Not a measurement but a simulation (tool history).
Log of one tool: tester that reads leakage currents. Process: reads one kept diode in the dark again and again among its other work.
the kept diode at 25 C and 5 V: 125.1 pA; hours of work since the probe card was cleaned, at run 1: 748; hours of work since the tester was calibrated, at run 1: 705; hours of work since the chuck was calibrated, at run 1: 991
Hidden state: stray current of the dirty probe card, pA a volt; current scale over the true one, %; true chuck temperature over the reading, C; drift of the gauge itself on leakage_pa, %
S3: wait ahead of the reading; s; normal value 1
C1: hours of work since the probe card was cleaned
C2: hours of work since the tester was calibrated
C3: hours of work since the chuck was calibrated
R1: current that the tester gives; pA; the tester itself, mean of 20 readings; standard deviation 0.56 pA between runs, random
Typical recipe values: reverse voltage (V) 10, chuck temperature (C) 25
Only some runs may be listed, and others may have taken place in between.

{"run": 1, "hour": 0.0, "reverse voltage (V)": 10, "chuck temperature (C)": 25, "S3": 1, "C1": 748, "C2": 705, "C3": 991, "R1": 178.32}
{"run": 2, "hour": 82.3, "reverse voltage (V)": 10, "chuck temperature (C)": 25, "S3": 1, "C1": 792, "C2": 748, "C3": 1035, "R1": 178.09}
{"hour": 152.2, "done": "chuck's temperature calibrated"}
{"run": 3, "hour": 163.1, "reverse voltage (V)": 10, "chuck temperature (C)": 25, "S3": 1, "C1": 833, "C2": 790, "C3": 6, "R1": 168.95}
{"run": 4, "hour": 230.9, "reverse voltage (V)": 10, "chuck temperature (C)": 25, "S3": 1, "C1": 869, "C2": 826, "C3": 41, "R1": 168.25}
{"run": 5, "hour": 308.1, "reverse voltage (V)": 10, "chuck temperature (C)": 25, "S3": 1, "C1": 910, "C2": 866, "C3": 82, "R1": 167.54}
{"run": 6, "hour": 360.9, "reverse voltage (V)": 10, "chuck temperature (C)": 25, "S3": 1, "C1": 937, "C2": 894, "C3": 110, "R1": 166.69}
{"hour": 437.7, "done": "chuck's temperature calibrated, once more"}
{"run": 7, "hour": 437.7, "reverse voltage (V)": 10, "chuck temperature (C)": 25, "S3": 1, "C1": 977, "C2": 934, "C3": 0, "R1": 195.57}
{"run": 8, "hour": 491.3, "reverse voltage (V)": 10, "chuck temperature (C)": 25, "S3": 1, "C1": 1005, "C2": 962, "C3": 28, "R1": 196.04}
{"run": 9, "hour": 561.7, "reverse voltage (V)": 10, "chuck temperature (C)": 25, "S3": 1, "C1": 1042, "C2": 999, "C3": 65, "R1": 194.47}
{"run": 10, "hour": 624.8, "reverse voltage (V)": 10, "chuck temperature (C)": 25, "S3": 1, "C1": 1076, "C2": 1032, "C3": 99, "R1": 194.11}
{"run": 11, "hour": 677.5, "reverse voltage (V)": 10, "chuck temperature (C)": 25, "S3": 1.29, "C1": 1103, "C2": 1060, "C3": 126, "R1": 194.08}
{"run": 12, "hour": 737.5, "reverse voltage (V)": 10, "chuck temperature (C)": 25, "S3": 1.29, "C1": 1135, "C2": 1092, "C3": 158, "R1": 193.99}
{"run": 13, "hour": 794.9, "reverse voltage (V)": 10, "chuck temperature (C)": 25, "S3": 1.29, "C1": 1165, "C2": 1122, "C3": 188, "R1": 193.76}
{"run": 14, "hour": 845.4, "reverse voltage (V)": 10, "chuck temperature (C)": 25, "S3": 1, "C1": 1192, "C2": 1149, "C3": 215, "R1": 195.58}
{"run": 15, "hour": 882.8, "reverse voltage (V)": 10, "chuck temperature (C)": 25, "S3": 1, "C1": 1212, "C2": 1168, "C3": 235, "R1": 194.11}
{"run": 16, "hour": 926.0, "reverse voltage (V)": 10, "chuck temperature (C)": 25, "S3": 1, "C1": 1234, "C2": 1191, "C3": 258, "R1": 195.46}
{"run": 17, "hour": 964.0, "reverse voltage (V)": 10, "chuck temperature (C)": 25, "S3": 1, "C1": 1254, "C2": 1211, "C3": 278, "R1": 194.53}
{"run": 18, "hour": 1021.1, "reverse voltage (V)": 10, "chuck temperature (C)": 25, "S3": 3.58, "C1": 1285, "C2": 1241, "C3": 308, "R1": 192.72}
{"run": 19, "hour": 1086.2, "reverse voltage (V)": 10, "chuck temperature (C)": 20, "S3": 1, "C1": 1319, "C2": 1276, "C3": 342, "R1": 127.63}
{"run": 20, "hour": 1163.5, "reverse voltage (V)": 10, "chuck temperature (C)": 20, "S3": 1, "C1": 1360, "C2": 1316, "C3": 383, "R1": 126.71}
{"run": 21, "hour": 1246.4, "reverse voltage (V)": 10, "chuck temperature (C)": 25, "S3": 1, "C1": 1403, "C2": 1360, "C3": 427, "R1": 194.37}
{"run": 22, "hour": 1290.3, "reverse voltage (V)": 10, "chuck temperature (C)": 41, "S3": 9.45, "C1": 1427, "C2": 1383, "C3": 450, "R1": 722.87}
{"run": 23, "hour": 1365.6, "reverse voltage (V)": 10, "chuck temperature (C)": 41, "S3": 9.45, "C1": 1466, "C2": 1423, "C3": 489, "R1": 721.01}
{"run": 24, "hour": 1437.5, "reverse voltage (V)": 10, "chuck temperature (C)": 41, "S3": 6.66, "C1": 1504, "C2": 1461, "C3": 527, "R1": 722.34}
{"run": 25, "hour": 1485.6, "reverse voltage (V)": 2.2, "chuck temperature (C)": 51, "S3": 1, "C1": 1530, "C2": 1486, "C3": 553, "R1": 680.8}
{"run": 26, "hour": 1559.6, "reverse voltage (V)": 2.2, "chuck temperature (C)": 51, "S3": 1, "C1": 1569, "C2": 1525, "C3": 592, "R1": 680.84}
{"run": 27, "hour": 1628.8, "reverse voltage (V)": 6.4, "chuck temperature (C)": 36, "S3": 6.11, "C1": 1605, "C2": 1562, "C3": 628, "R1": 371.56}
{"run": 28, "hour": 1687.8, "reverse voltage (V)": 3, "chuck temperature (C)": 51, "S3": 0.51, "C1": 1636, "C2": 1593, "C3": 659, "R1": 804.75}
{"run": 29, "hour": 1731.7, "reverse voltage (V)": 1.5, "chuck temperature (C)": 30, "S3": 1, "C1": 1659, "C2": 1616, "C3": 682, "R1": 99.75}
{"run": 30, "hour": 1774.3, "reverse voltage (V)": 1.5, "chuck temperature (C)": 30, "S3": 1, "C1": 1682, "C2": 1639, "C3": 705, "R1": 99.72}
{"run": 31, "hour": 1834.0, "reverse voltage (V)": 10, "chuck temperature (C)": 25, "S3": 1.45, "C1": 1713, "C2": 1670, "C3": 736, "R1": 191.03}
{"run": 32, "hour": 1876.1, "reverse voltage (V)": 15.5, "chuck temperature (C)": 25, "S3": 9.39, "C1": 1736, "C2": 1692, "C3": 759, "R1": 244.27}
{"run": 33, "hour": 1937.7, "reverse voltage (V)": 15.5, "chuck temperature (C)": 25, "S3": 9.39, "C1": 1768, "C2": 1725, "C3": 791, "R1": 244.22}
{"run": 34, "hour": 2000.5, "reverse voltage (V)": 8, "chuck temperature (C)": 32, "S3": 1.73, "C1": 1801, "C2": 1758, "C3": 824, "R1": 300.25}
{"run": 35, "hour": 2049.5, "reverse voltage (V)": 1.2, "chuck temperature (C)": 25, "S3": 0.99, "C1": 1827, "C2": 1784, "C3": 850, "R1": 56.54}
{"run": 36, "hour": 2127.9, "reverse voltage (V)": 1.4, "chuck temperature (C)": 28, "S3": 0.32, "C1": 1868, "C2": 1825, "C3": 891, "R1": 80.75}
{"run": 37, "hour": 2186.6, "reverse voltage (V)": 1.4, "chuck temperature (C)": 28, "S3": 0.32, "C1": 1899, "C2": 1856, "C3": 922, "R1": 80.82}
{"run": 38, "hour": 2226.6, "reverse voltage (V)": 1.4, "chuck temperature (C)": 28, "S3": 0.32, "C1": 1920, "C2": 1877, "C3": 943, "R1": 80.79}
{"run": 39, "hour": 2272.0, "reverse voltage (V)": 2.2, "chuck temperature (C)": 49, "S3": 0.73, "C1": 1944, "C2": 1901, "C3": 967, "R1": 571.9}
{"run": 40, "hour": 2319.6, "reverse voltage (V)": 4.7, "chuck temperature (C)": 25, "S3": 0.43, "C1": 1969, "C2": 1926, "C3": 993, "R1": 124.85}
{"run": 41, "hour": 2359.6, "reverse voltage (V)": 4.7, "chuck temperature (C)": 25, "S3": 0.43, "C1": 1991, "C2": 1947, "C3": 1014, "R1": 124.77}

3 options for the next run, each taken on its own from the tool as it stands now. Forecast them:
{"run": "A", "hour": 2394.8, "reverse voltage (V)": 16.7, "chuck temperature (C)": 25, "S3": 1, "C1": 2009, "C2": 1966, "C3": 1032, "R1": "?"}
{"run": "B", "hour": 2394.8, "reverse voltage (V)": 4.7, "chuck temperature (C)": 25, "S3": 2.32, "C1": 2009, "C2": 1966, "C3": 1032, "R1": "?"}
{"run": "C", "hour": 2394.8, "reverse voltage (V)": 1.5, "chuck temperature (C)": 26, "S3": 4.91, "C1": 2009, "C2": 1966, "C3": 1032, "R1": "?"}

run=A R1=258.94
run=B R1=121.3
run=C R1=68.75
What these runs would have given with no unlogged condition in the tool:
run=A R1=249.15
run=B R1=121.28
run=C R1=70.37
